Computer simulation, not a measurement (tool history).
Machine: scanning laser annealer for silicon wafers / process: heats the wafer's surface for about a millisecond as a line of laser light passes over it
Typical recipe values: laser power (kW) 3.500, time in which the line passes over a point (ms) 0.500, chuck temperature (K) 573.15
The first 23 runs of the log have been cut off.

| run | hour | laser power (kW) | time in which the line passes over a point (ms) | chuck temperature (K) | hours of work since the window was cleaned | hours of work since the power meter was calibrated | hours of work since the optics were aligned | highest temperature of the surface (K) |
|---|---|---|---|---|---|---|---|---|
| 24 | 247.9 | 3.490 | 0.408 | 584.15 | 171 | 316 | 1109 | 1232.15 |
| 25 | 260.9 | 3.490 | 0.408 | 584.15 | 181 | 325 | 1118 | 1227.15 |
| 26 | 276.5 | 3.490 | 0.408 | 584.15 | 192 | 336 | 1129 | 1229.15 |
| 27 | 286.1 | 3.490 | 0.408 | 584.15 | 199 | 343 | 1136 | 1230.15 |
| 28 | 293.2 | 3.490 | 0.408 | 584.15 | 204 | 348 | 1141 | 1230.15 |
| 29 | 300.9 | 3.043 | 0.500 | 573.15 | 209 | 354 | 1147 | 1207.15 |
| 30 | 307.6 | 3.500 | 0.447 | 586.15 | 214 | 358 | 1151 | 1270.15 |
| 31 | 314.7 | 3.500 | 0.447 | 586.15 | 219 | 364 | 1157 | 1273.15 |
| 32 | 324.9 | 3.500 | 0.447 | 586.15 | 226 | 371 | 1164 | 1272.15 |
| 33 | 337.4 | 3.500 | 0.447 | 586.15 | 235 | 380 | 1173 | 1270.15 |
| 34 | 345.1 | 3.541 | 0.469 | 588.15 | 241 | 385 | 1178 | 1303.15 |
| 35 | 360.5 | 3.763 | 0.403 | 572.15 | 252 | 396 | 1189 | 1266.15 |
| 36 | 374.2 | 3.763 | 0.403 | 572.15 | 262 | 406 | 1199 | 1266.15 |
| 37 | 380.8 | 3.623 | 0.543 | 538.15 | 267 | 411 | 1204 | 1333.15 |
| 38 | 390.2 | 3.185 | 0.543 | 538.15 | 273 | 418 | 1211 | 1234.15 |
| 39 | 399.6 | 3.513 | 0.543 | 535.15 | 280 | 424 | 1217 | 1307.15 |
| 40 | 412.7 | 3.513 | 0.613 | 577.15 | 289 | 434 | 1227 | 1405.15 |
| 41 | 425.5 | 3.176 | 0.368 | 533.15 | 299 | 443 | 1236 | 1087.15 |

Forecast each of these 3 alternatives for the next run:
| A | 432.9 | 3.456 | 0.547 | 547.15 | 304 | 448 | 1241 | ? |
| B | 432.9 | 3.624 | 0.524 | 610.15 | 304 | 448 | 1241 | ? |
| C | 432.9 | 3.176 | 0.501 | 563.15 | 304 | 448 | 1241 | ? |

| run | highest temperature of the surface (K) |
|---|---|
| A | 1312.15 |
| B | 1393.15 |
| C | 1226.15 |
Without the tool's unlogged condition, the same runs would have read:
| run | highest temperature of the surface (K) |
|---|---|
| A | 1312.15 |
| B | 1394.15 |
| C | 1226.15 |
